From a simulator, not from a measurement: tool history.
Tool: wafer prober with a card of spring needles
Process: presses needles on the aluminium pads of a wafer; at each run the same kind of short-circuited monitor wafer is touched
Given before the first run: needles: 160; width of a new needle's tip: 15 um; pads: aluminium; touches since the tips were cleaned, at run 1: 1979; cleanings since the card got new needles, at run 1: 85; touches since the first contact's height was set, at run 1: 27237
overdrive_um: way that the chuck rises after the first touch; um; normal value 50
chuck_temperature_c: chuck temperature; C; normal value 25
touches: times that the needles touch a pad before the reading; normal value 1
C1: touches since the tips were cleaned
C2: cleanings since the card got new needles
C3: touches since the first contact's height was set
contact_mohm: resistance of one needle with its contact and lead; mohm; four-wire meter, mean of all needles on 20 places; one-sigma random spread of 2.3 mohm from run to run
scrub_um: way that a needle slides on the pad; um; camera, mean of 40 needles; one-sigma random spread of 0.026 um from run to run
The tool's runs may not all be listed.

{"run": 1, "hour": 0.0, "overdrive_um": 50, "chuck_temperature_c": 25, "touches": 1, "C1": 1979, "C2": 85, "C3": 27237, "contact_mohm": 414, "scrub_um": 8.32}
{"hour": 7.6, "done": "tips cleaned on abrasive film"}
{"hour": 19.1, "done": "tips cleaned on abrasive film"}
{"hour": 31.6, "done": "tips cleaned on abrasive film"}
{"run": 2, "hour": 34.9, "overdrive_um": 38, "chuck_temperature_c": 25, "touches": 1, "C1": 1937, "C2": 88, "C3": 47720, "contact_mohm": 498, "scrub_um": 6.24}
{"hour": 43.3, "done": "tips cleaned on abrasive film"}
{"hour": 54.0, "done": "tips cleaned on abrasive film"}
{"hour": 64.7, "done": "tips cleaned on abrasive film"}
{"run": 3, "hour": 66.8, "overdrive_um": 38, "chuck_temperature_c": 25, "touches": 1, "C1": 1238, "C2": 91, "C3": 66435, "contact_mohm": 474, "scrub_um": 6.21}
{"hour": 76.2, "done": "tips cleaned on abrasive film"}
{"hour": 87.9, "done": "tips cleaned on abrasive film"}
{"run": 4, "hour": 93.4, "overdrive_um": 38, "chuck_temperature_c": 25, "touches": 1, "C1": 3220, "C2": 93, "C3": 82047, "contact_mohm": 605, "scrub_um": 6.13}
{"hour": 98.4, "done": "tips cleaned on abrasive film"}
{"hour": 109.8, "done": "tips cleaned on abrasive film"}
{"hour": 121.3, "done": "tips cleaned on abrasive film"}
{"run": 5, "hour": 126.2, "overdrive_um": 38, "chuck_temperature_c": 25, "touches": 1, "C1": 2916, "C2": 96, "C3": 101341, "contact_mohm": 609, "scrub_um": 6.06}
{"hour": 133.0, "done": "tips cleaned on abrasive film"}
{"hour": 144.9, "done": "tips cleaned on abrasive film"}
{"run": 6, "hour": 145.5, "overdrive_um": 38, "chuck_temperature_c": 25, "touches": 1, "C1": 372, "C2": 98, "C3": 112655, "contact_mohm": 344, "scrub_um": 6.1}
{"hour": 156.6, "done": "tips cleaned on abrasive film"}
{"hour": 168.0, "done": "tips cleaned on abrasive film"}
{"run": 7, "hour": 176.6, "overdrive_um": 47, "chuck_temperature_c": 58, "touches": 1, "C1": 5121, "C2": 100, "C3": 130953, "contact_mohm": 564, "scrub_um": 7.54}
{"hour": 179.3, "done": "tips cleaned on abrasive film"}
{"hour": 189.8, "done": "tips cleaned on abrasive film"}
{"hour": 202.5, "done": "tips cleaned on abrasive film"}
{"hour": 202.8, "done": "height of the first contact set anew"}
{"run": 8, "hour": 205.4, "overdrive_um": 47, "chuck_temperature_c": 58, "touches": 1, "C1": 1575, "C2": 103, "C3": 1575, "contact_mohm": 418, "scrub_um": 7.9}
{"hour": 213.1, "done": "tips cleaned on abrasive film"}
{"hour": 223.8, "done": "tips cleaned on abrasive film"}
{"run": 9, "hour": 229.6, "overdrive_um": 50, "chuck_temperature_c": 48, "touches": 1, "C1": 3450, "C2": 105, "C3": 15792, "contact_mohm": 492, "scrub_um": 8.36}
{"hour": 234.8, "done": "tips cleaned on abrasive film"}
{"hour": 246.3, "done": "tips cleaned on abrasive film"}
{"hour": 256.8, "done": "tips cleaned on abrasive film"}
{"run": 10, "hour": 256.8, "overdrive_um": 32, "chuck_temperature_c": 74, "touches": 2, "C1": 0, "C2": 108, "C3": 31714, "contact_mohm": 310, "scrub_um": 5.26}
{"hour": 268.4, "done": "tips cleaned on abrasive film"}
{"hour": 279.6, "done": "tips cleaned on abrasive film"}
{"hour": 290.7, "done": "tips cleaned on abrasive film"}
{"run": 11, "hour": 290.7, "overdrive_um": 50, "chuck_temperature_c": 68, "touches": 2, "C1": 0, "C2": 111, "C3": 51619, "contact_mohm": 289, "scrub_um": 8.23}
{"hour": 301.7, "done": "tips cleaned on abrasive film"}
{"hour": 313.3, "done": "tips cleaned on abrasive film"}
{"run": 12, "hour": 315.0, "overdrive_um": 50, "chuck_temperature_c": 68, "touches": 2, "C1": 1015, "C2": 113, "C3": 65873, "contact_mohm": 329, "scrub_um": 8.2}

Measured minus without-hidden-state, run by run (identical run-to-run variation in each term; gauge scatter may differ):
Hidden conditions of the tool in this case: debris on the tips, nm; way that the needles fall short of the set height, um; tips' diameter, um; drift of the gauge itself on contact_mohm, %; drift of the gauge itself on scrub_um, %.
run=1 contact_mohm=+161 scrub_um=-0.06
run=2 contact_mohm=+239 scrub_um=-0.13
run=3 contact_mohm=+213 scrub_um=-0.19
run=4 contact_mohm=+350 scrub_um=-0.23
run=5 contact_mohm=+350 scrub_um=-0.28
run=6 contact_mohm=+86 scrub_um=-0.32
run=7 contact_mohm=+296 scrub_um=-0.36
run=8 contact_mohm=+152 scrub_um=+0
run=9 contact_mohm=+229 scrub_um=-0.04
run=10 contact_mohm=+36 scrub_um=-0.1
run=11 contact_mohm=+23 scrub_um=-0.16
run=12 contact_mohm=+64 scrub_um=-0.2

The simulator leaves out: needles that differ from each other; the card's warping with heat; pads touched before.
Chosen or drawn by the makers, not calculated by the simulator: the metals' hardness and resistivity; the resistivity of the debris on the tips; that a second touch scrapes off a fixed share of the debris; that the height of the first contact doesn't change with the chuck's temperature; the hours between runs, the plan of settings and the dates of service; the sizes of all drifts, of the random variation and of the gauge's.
